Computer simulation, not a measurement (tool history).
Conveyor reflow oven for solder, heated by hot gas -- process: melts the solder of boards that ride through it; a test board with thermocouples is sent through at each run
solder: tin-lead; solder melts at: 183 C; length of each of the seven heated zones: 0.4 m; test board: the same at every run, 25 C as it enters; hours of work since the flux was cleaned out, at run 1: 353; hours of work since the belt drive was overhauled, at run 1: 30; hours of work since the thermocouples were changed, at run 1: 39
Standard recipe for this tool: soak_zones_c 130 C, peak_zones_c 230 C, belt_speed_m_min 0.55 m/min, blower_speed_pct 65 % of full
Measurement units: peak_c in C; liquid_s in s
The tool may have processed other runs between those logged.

run,hour,soak_zones_c,peak_zones_c,belt_speed_m_min,blower_speed_pct,hours of work since the flux was cleaned out,hours of work since the belt drive was overhauled,hours of work since the thermocouples were changed,peak_c,liquid_s
1,0,130,230,0.55,65,353,30,39,212.2,58.2
2,7.3,143,230,0.55,65,357,34,42,214.6,65.7
3,18.9,143,230,0.55,65,363,40,48,214.9,65.4
4,28,143,230,0.55,65,367,44,53,214.8,65.5
5,35.6,141,230,0.55,65,371,48,57,214.9,64.4
6,47.8,141,230,0.55,65,378,55,63,214.4,63.9
# hour 57.8: flux residue cleaned out of gas plates and filters
7,62.2,141,230,0.55,65,2,59,68,216.2,65.4
8,78.3,141,230,0.55,65,10,67,76,216,65.6
9,88,130,230,0.55,68,15,72,81,214.6,60.4
10,99.2,130,230,0.604,68,21,78,87,212,52.3
11,107.5,130,226,0.55,65,25,82,91,210.8,56.7
12,114.6,130,237,0.55,65,29,86,94,220.6,65.7
13,125.7,130,237,0.55,65,35,92,100,220.7,65.6
14,133.1,130,230,0.55,80,38,95,104,217.7,64.1
15,143.1,130,230,0.55,80,43,100,109,217.6,63.7
16,152.4,120,220,0.55,82,48,105,114,207.4,50.9
17,161.5,130,230,0.614,64,53,110,118,209.8,48.5
18,169.3,138,218,0.655,89,57,114,122,205.3,44.4
19,183.4,138,218,0.655,89,64,121,129,205,44.3
20,192.4,131,242,0.655,89,69,126,134,224.5,57.4
21,205.2,130,230,0.467,60,75,132,140,218,76.2
22,216.5,130,228,0.639,66,81,138,146,207.3,44.3
23,231.2,130,228,0.639,66,88,145,154,207.8,44

Run 24 comes next. What will it give?
24,242.1,128,229,0.55,50,94,151,159,?,?

{"run 24": {"peak_c": 208.7, "liquid_s": 51.9}}
The same run, on a tool lacking any hidden state, would have yielded peak_c 208.2 C, liquid_s 51.4 s.

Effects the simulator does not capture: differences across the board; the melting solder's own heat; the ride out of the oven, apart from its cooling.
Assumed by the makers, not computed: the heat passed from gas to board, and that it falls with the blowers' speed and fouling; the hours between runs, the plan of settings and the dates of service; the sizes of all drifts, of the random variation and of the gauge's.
